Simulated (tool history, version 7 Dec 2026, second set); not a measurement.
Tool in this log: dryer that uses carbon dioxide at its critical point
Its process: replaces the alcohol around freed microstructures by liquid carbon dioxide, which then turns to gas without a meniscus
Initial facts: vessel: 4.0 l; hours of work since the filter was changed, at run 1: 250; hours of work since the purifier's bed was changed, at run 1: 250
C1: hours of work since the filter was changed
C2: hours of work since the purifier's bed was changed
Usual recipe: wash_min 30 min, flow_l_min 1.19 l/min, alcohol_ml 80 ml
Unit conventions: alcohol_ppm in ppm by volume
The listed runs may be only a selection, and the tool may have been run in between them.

Run 1, hour 0: usual settings; C1 250; C2 250. Result: alcohol_ppm 159 ppm by volume.
Run 2, hour 25.2: usual settings; C1 266; C2 266. Result: alcohol_ppm 168 ppm by volume.
At hour 38.4: inlet filter changed.
Run 3, hour 52.5: usual settings but flow_l_min 0.99 l/min; C1 9; C2 282. Result: alcohol_ppm 188 ppm by volume.
Run 4, hour 72.8: usual settings but flow_l_min 0.99 l/min; C1 21; C2 295. Result: alcohol_ppm 200 ppm by volume.
Run 5, hour 86.6: usual settings but flow_l_min 0.99 l/min; C1 30; C2 303. Result: alcohol_ppm 202 ppm by volume.
Run 6, hour 112.4: usual settings but alcohol_ml 30 ml; C1 46; C2 319. Result: alcohol_ppm 179 ppm by volume.
Run 7, hour 139.7: usual settings but flow_l_min 1.33 l/min, alcohol_ml 30 ml; C1 63; C2 336. Result: alcohol_ppm 203 ppm by volume.
Run 8, hour 160.1: usual settings but flow_l_min 1.33 l/min, alcohol_ml 30 ml; C1 75; C2 349. Result: alcohol_ppm 200 ppm by volume.
Run 9, hour 186.2: usual settings; C1 92; C2 365. Result: alcohol_ppm 210 ppm by volume.
Run 10, hour 219: usual settings; C1 112; C2 385. Result: alcohol_ppm 225 ppm by volume.
Run 11, hour 243.9: usual settings but wash_min 44 min; C1 127; C2 400. Result: alcohol_ppm 231 ppm by volume.
Run 12, hour 259.7: usual settings; C1 137; C2 410. Result: alcohol_ppm 252 ppm by volume.
Run 13, hour 277.3: usual settings but wash_min 23 min; C1 148; C2 421. Result: alcohol_ppm 283 ppm by volume.
Run 14, hour 306.7: usual settings but wash_min 43 min, flow_l_min 1.34 l/min, alcohol_ml 81 ml; C1 166; C2 439. Result: alcohol_ppm 240 ppm by volume.
Run 15, hour 327.9: usual settings; C1 179; C2 453. Result: alcohol_ppm 262 ppm by volume.
Run 16, hour 349.9: usual settings but wash_min 48 min, flow_l_min 0.87 l/min, alcohol_ml 58 ml; C1 193; C2 466. Result: alcohol_ppm 269 ppm by volume.
Run 17, hour 376.7: usual settings but wash_min 48 min, flow_l_min 0.87 l/min, alcohol_ml 58 ml; C1 210; C2 483. Result: alcohol_ppm 279 ppm by volume.
Run 18, hour 405: usual settings but flow_l_min 1.47 l/min, alcohol_ml 67 ml; C1 227; C2 500. Result: alcohol_ppm 285 ppm by volume.
Run 19, hour 422.7: usual settings but flow_l_min 1.48 l/min, alcohol_ml 53 ml; C1 238; C2 511. Result: alcohol_ppm 282 ppm by volume.
Run 20, hour 453.5: usual settings but alcohol_ml 70 ml; C1 257; C2 530. Result: alcohol_ppm 303 ppm by volume.
Run 21, hour 468.2: usual settings but wash_min 40 min, flow_l_min 1 l/min, alcohol_ml 70 ml; C1 266; C2 539. Result: alcohol_ppm 307 ppm by volume.
At hour 480.6: inlet filter changed.
At hour 483.6: purifier's bed changed.
Run 22, hour 487.8: usual settings but wash_min 18 min, flow_l_min 1 l/min, alcohol_ml 107 ml; C1 3; C2 3. Result: alcohol_ppm 387 ppm by volume.
Run 23, hour 507.9: usual settings but wash_min 18 min, flow_l_min 1 l/min, alcohol_ml 107 ml; C1 15; C2 15. Result: alcohol_ppm 401 ppm by volume.
Run 24, hour 534.6: usual settings but wash_min 22 min, flow_l_min 1.04 l/min, alcohol_ml 107 ml; C1 32; C2 32. Result: alcohol_ppm 144 ppm by volume.
Run 25, hour 563.8: usual settings but wash_min 22 min, flow_l_min 1.04 l/min, alcohol_ml 107 ml; C1 50; C2 50. Result: alcohol_ppm 163 ppm by volume.

Predict each of these 3 candidate next runs independently; none follows another, all start after run 25:
Run A, hour 595: usual settings but flow_l_min 1.43 l/min, alcohol_ml 25 ml; C1 69; C2 69. Result: alcohol_ppm ?.
Run B, hour 595: usual settings but flow_l_min 1.35 l/min, alcohol_ml 107 ml; C1 69; C2 69. Result: alcohol_ppm ?.
Run C, hour 595: usual settings but flow_l_min 1.27 l/min; C1 69; C2 69. Result: alcohol_ppm ?.

run  alcohol_ppm
  A           43
  B           43
  C           38
Had the tool no hidden state, the same runs would have come out as:
run  alcohol_ppm
  A            9
  B            8
  C            4

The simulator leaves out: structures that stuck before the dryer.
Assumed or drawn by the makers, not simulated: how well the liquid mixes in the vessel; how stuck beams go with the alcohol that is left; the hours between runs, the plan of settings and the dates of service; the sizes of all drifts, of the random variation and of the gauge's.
